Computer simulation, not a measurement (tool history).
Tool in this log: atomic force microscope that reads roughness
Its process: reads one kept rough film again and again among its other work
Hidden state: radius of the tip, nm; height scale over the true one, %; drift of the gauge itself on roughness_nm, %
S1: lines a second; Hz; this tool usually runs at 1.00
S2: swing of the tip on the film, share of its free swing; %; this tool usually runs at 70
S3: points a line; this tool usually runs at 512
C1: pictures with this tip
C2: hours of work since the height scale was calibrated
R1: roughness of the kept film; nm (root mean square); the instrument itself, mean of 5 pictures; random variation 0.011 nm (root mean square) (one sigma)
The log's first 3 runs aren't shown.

run   hour    S1  S2    S3  C1   C2     R1
  4   44.9  1.00  70   438  52  101  2.463
  5   63.3  1.00  70   438  65  109  2.482
      69.4  -- new tip fitted
  6   81.4  1.00  70   512   9  117  2.480
  7   93.0  1.00  77   512  18  123  2.409
  8  107.8  1.00  77   512  29  130  2.397
  9  118.9  1.00  77   512  37  135  2.419
 10  131.7  1.00  77   512  46  141  2.415
 11  148.0  1.00  70   512  58  149  2.463
     164.1  -- new tip fitted
 12  169.0  1.00  70   512   4  158  2.463
 13  186.5  1.00  70   961  17  166  2.452
 14  198.3  1.00  70   961  25  172  2.468
 15  218.5  1.00  70   961  40  181  2.462
 16  233.3  1.00  70   372  51  188  2.469
 17  248.5  1.89  70   372  62  195  2.344
     258.6  -- new tip fitted
 18  260.3  1.89  79   278   1  200  2.228
 19  272.9  1.12  74   386  11  206  2.405
 20  284.3  2.15  82   752  19  212  2.123
 21  293.6  0.58  66   607  26  216  2.549
 22  308.7  0.75  67   607  37  223  2.511
 23  324.2  1.00  60  1019  48  230  2.535
 24  341.1  0.64  70   625  61  238  2.493
     354.2  -- new tip fitted
 25  359.4  1.00  69   743   4  246  2.492
 26  371.8  1.22  75   433  13  252  2.391
 27  383.0  2.19  82   355  21  257  2.120

Run 28, settings as shown, results not yet in. Your forecast:
 28  397.7  2.19  82  355  32  264   ?

{"run 28": {"R1": 2.135}}
Take away the tool's hidden state, keep the run-to-run variation as it was, and the same run would have given R1 2.140 nm (root mean square).
